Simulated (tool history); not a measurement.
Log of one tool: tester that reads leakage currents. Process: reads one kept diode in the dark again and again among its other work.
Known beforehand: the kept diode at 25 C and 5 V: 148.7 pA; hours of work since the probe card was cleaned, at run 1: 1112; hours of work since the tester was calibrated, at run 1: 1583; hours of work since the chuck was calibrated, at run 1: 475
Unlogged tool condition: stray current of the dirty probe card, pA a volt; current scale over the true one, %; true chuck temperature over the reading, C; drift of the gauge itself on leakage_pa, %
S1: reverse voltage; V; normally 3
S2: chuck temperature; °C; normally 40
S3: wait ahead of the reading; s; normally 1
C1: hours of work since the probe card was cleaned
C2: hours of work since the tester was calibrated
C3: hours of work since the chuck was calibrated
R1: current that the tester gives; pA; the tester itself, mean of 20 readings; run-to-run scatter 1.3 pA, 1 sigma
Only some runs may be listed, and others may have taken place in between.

run    hour    S1  S2    S3    C1    C2   C3       R1
  1       0     3  40     1  1112  1583  475   411.22
       66.7  -- chuck's temperature calibrated
  2   104.2     3  55     1  1157  1628   16  1411.44
  3   199.7     3  40     1  1199  1670   58   440.61
  4   294.3  6.49  40     1  1240  1712  100   590.59
  5   365.9  6.49  40     1  1272  1743  131   585.42
  6   411.8  6.49  40     1  1292  1763  152   586.25
  7   479.9  6.49  40     1  1322  1793  182   581.34
  8   522.9  1.69  40     1  1341  1812  200   344.67
  9   569.8     3  40     1  1361  1833  221   425.86
 10   651.9     3  40  2.94  1398  1869  257   425.54
 11   754.1     3  40  2.94  1442  1914  302   420.34
 12   858.2     3  40     1  1488  1959  348   420.66
 13   959.4     3  42     1  1533  2004  392   490.42
 14  1006.5     3  37     1  1553  2024  413   325.99
 15  1086.2     3  37     1  1588  2059  448   325.26
 16  1162.5     3  37     1  1622  2093  482   321.73
     1215.5  -- chuck's temperature calibrated
 17  1236.8     3  37     1  1654  2125    9   340.76
 18  1291.2     3  40     1  1678  2149   33   433.26
 19  1362.7     3  40     1  1709  2180   65    431.5
 20  1435.5     3  40     1  1741  2212   97   431.97
 21  1513.7  2.42  40     1  1775  2246  131   392.11
 22  1607.4  2.75  40     1  1817  2288  172   410.12
 23  1709.1  2.75  28     1  1861  2332  217   147.75
 24  1765.7  1.93  26  5.35  1886  2357  242   107.78
 25  1857.3  1.93  26  5.35  1926  2397  282   107.07
 26  1942.8  1.93  26  5.35  1964  2435  320   105.57
 27  2033.3     3  48     1  2004  2475  359   777.17
 28  2078.1     3  48     1  2023  2494  379   773.11
 29  2163.8     1  42     1  2061  2532  417   312.97
 30  2218.2  2.37  40     1  2085  2556  441   370.66
 31  2296.6     3  30  9.06  2119  2590  475   174.73
 32  2343.5     3  30  9.06  2140  2611  496   173.36
     2369.2  -- chuck's temperature calibrated
 33  2428.4  2.92  40  3.96  2176  2647   26   428.27
 34  2526.3  3.17  40     1  2219  2690   69   442.46
 35  2607.9  4.12  47  0.72  2255  2726  105   846.92
 36  2708.6  4.12  47  0.72  2300  2771  149   838.84
       2812  -- probe card cleaned and baked
 37    2812  4.12  47  0.72     0  2815  193   833.06
 38  2905.3     3  49     1    41  2856  234   852.66
 39  2997.7  4.04  36     1    82  2896  275   336.57

Here are 3 independent what-if runs from the current tool condition. What would each one return?
  A  3066.5  10.95  36  0.45  112  2927  305   ?
  B  3066.5      3  53  1.29  112  2927  305   ?
  C  3066.5  16.03  47  2.06  112  2927  305   ?

run       R1
  A   498.06
  B  1147.97
  C  1379.94
What these runs would have given with no unlogged condition in the tool:
run       R1
  A   527.86
  B  1210.65
  C  1457.96
